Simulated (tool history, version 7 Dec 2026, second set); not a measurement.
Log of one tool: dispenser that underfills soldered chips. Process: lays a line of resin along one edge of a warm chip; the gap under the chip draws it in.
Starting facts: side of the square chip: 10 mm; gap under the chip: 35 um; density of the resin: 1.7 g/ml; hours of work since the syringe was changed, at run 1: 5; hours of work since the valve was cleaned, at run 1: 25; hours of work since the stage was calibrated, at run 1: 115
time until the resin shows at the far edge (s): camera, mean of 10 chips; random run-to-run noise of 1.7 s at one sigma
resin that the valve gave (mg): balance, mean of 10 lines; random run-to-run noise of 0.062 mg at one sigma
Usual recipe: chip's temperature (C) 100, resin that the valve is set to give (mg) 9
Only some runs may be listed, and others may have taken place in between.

run,hour,chip's temperature (C),resin that the valve is set to give (mg),hours of work since the syringe was changed,hours of work since the valve was cleaned,hours of work since the stage was calibrated,time until the resin shows at the far edge (s),resin that the valve gave (mg)
1,0,100,9,5,25,115,203.3,8.9
2,2.2,100,8.2,7,27,117,220.4,8.06
3,4.6,100,7.86,8,28,118,239.9,7.63
# hour 5.9: new syringe of resin
4,9.8,100,7.86,3,32,122,191.2,7.62
5,13.6,100,9,5,35,124,209.3,8.86
# hour 19.1: new syringe of resin
6,19.1,100,9,0,38,128,166.4,8.85
7,23.7,100,9,3,41,131,192.5,8.64
8,27,100,10.31,6,44,134,204.5,10.08
9,30.5,100,10.31,8,46,136,226.9,10.08
# hour 32.3: new syringe of resin
10,33.4,100,10.31,1,48,138,164.6,10.07
11,37.4,100,10.31,4,51,141,183.8,9.92
12,41.2,97,9.38,6,54,143,225.8,9.08

Alternative continuations, all from the tool just after run 12; predict every row:
A,43.7,97,7.62,8,55,145,?,?
B,43.7,97,10.07,8,55,145,?,?
C,43.7,88,9,8,55,145,?,?

run,time until the resin shows at the far edge (s),resin that the valve gave (mg)
A,259.3,7.43
B,244.6,9.72
C,322.8,8.65
The same runs, with their run-to-run variation unchanged, on a tool lacking any hidden condition would have given:
run,time until the resin shows at the far edge (s),resin that the valve gave (mg)
A,190.2,7.72
B,181.1,10.1
C,238.4,8.99
